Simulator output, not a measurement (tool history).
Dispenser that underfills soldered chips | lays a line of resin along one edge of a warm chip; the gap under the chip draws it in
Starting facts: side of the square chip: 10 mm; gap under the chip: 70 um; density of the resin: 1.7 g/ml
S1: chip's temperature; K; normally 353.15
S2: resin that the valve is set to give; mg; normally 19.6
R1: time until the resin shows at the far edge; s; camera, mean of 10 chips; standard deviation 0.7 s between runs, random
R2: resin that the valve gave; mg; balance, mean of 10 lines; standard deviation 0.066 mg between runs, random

run   hour      S1    S2     R1     R2
  1    0.0  353.15  19.6   74.8  19.30
  2    7.4  353.15  22.6   94.8  22.16
      12.6  -- new syringe of resin
  3   18.4  339.15  19.6  127.7  19.15
  4   24.7  353.15  19.6   99.2  18.99
      27.9  -- new syringe of resin
  5   31.5  353.15  19.6   78.0  18.99
      43.7  -- new syringe of resin
  6   46.0  353.15  19.6   73.3  18.82
  7   53.7  353.15  19.6   91.5  18.75
      59.0  -- new syringe of resin
  8   68.6  353.15  19.6   94.8  18.66
      73.7  -- new syringe of resin
  9   81.1  353.15  20.5   87.9  19.46
      88.9  -- new syringe of resin
 10   95.1  354.15  23.1   84.1  21.75
 11  101.5  347.15  17.8  128.7  16.70
     104.1  -- new syringe of resin
 12  109.0  343.15  22.0  116.2  20.58
     119.7  -- new syringe of resin
     120.7  -- dispensing valve cleaned and set on the balance
 13  124.1  343.15  22.0  106.0  21.90

Run 14, settings as shown, results not yet in. Your forecast:
 14  134.8  351.15  21.2   ?   ?

Run 14 yielded R1 111.0 s, R2 21.04 mg.
If the tool had no hidden condition, the same run with the same run-to-run variation would have returned R1 66.1 s, R2 21.20 mg.
